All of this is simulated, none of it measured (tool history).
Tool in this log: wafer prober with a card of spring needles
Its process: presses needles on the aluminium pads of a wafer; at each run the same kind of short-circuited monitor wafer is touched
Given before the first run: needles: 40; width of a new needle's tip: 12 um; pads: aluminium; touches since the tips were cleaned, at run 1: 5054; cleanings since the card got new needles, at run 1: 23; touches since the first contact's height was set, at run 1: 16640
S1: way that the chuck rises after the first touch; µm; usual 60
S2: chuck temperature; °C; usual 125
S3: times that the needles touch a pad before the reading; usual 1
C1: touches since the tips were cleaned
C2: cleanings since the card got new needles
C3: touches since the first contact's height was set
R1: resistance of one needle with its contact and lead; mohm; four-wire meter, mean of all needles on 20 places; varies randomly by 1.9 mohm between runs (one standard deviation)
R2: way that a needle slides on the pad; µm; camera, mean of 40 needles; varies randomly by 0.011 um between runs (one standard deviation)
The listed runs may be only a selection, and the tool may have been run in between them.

run	hour	S1	S2	S3	C1	C2	C3	R1	R2
1	0.0	60	125	1	5054	23	16640	262	15.02
# hour 11.3: tips cleaned on abrasive film
2	25.3	60	125	1	3505	24	22966	295	15.00
# hour 44.3: tips cleaned on abrasive film
3	45.9	60	125	2	398	25	28106	213	14.99
# hour 76.1: tips cleaned on abrasive film
4	76.1	60	125	2	0	26	35644	212	14.98
5	90.1	60	125	2	3515	26	39159	238	14.98
# hour 110.0: tips cleaned on abrasive film
6	114.2	60	125	2	1045	27	45171	220	14.98
7	137.1	60	125	2	6805	27	50931	244	14.99
# hour 142.1: tips cleaned on abrasive film
8	162.3	60	125	1	5067	28	57206	261	14.97
# hour 173.0: tips cleaned on abrasive film
9	183.1	60	109	1	2534	29	62416	250	14.96
# hour 205.3: tips cleaned on abrasive film
10	205.3	60	125	2	0	30	67937	217	14.93
# hour 215.5: tips cleaned on abrasive film, once more
11	227.1	72	125	1	2927	31	73398	236	17.92
# hour 246.9: tips cleaned on abrasive film
12	246.9	40	125	1	0	32	78338	226	9.89
13	272.9	40	125	1	6509	32	84847	334	9.90
# hour 278.6: tips cleaned on abrasive film
14	301.2	57	125	1	5664	33	91922	272	14.16
# hour 310.0: tips cleaned on abrasive film
15	316.1	41	125	1	1529	34	95618	256	10.11
# hour 322.3: height of the first contact set anew
16	339.5	41	125	1	7338	34	4319	329	10.28
# hour 342.7: tips cleaned on abrasive film
17	371.2	41	125	1	7157	35	12239	336	10.27

Run 18 is up next; what results do you expect?
# hour 374.6: tips cleaned on abrasive film
18	402.8	79	62	1	7077	36	20147	?	?

{"run 18": {"R1": 240, "R2": 19.78}}
With no hidden state in the tool, this same run would have given R1 194 mohm, R2 19.80 µm.
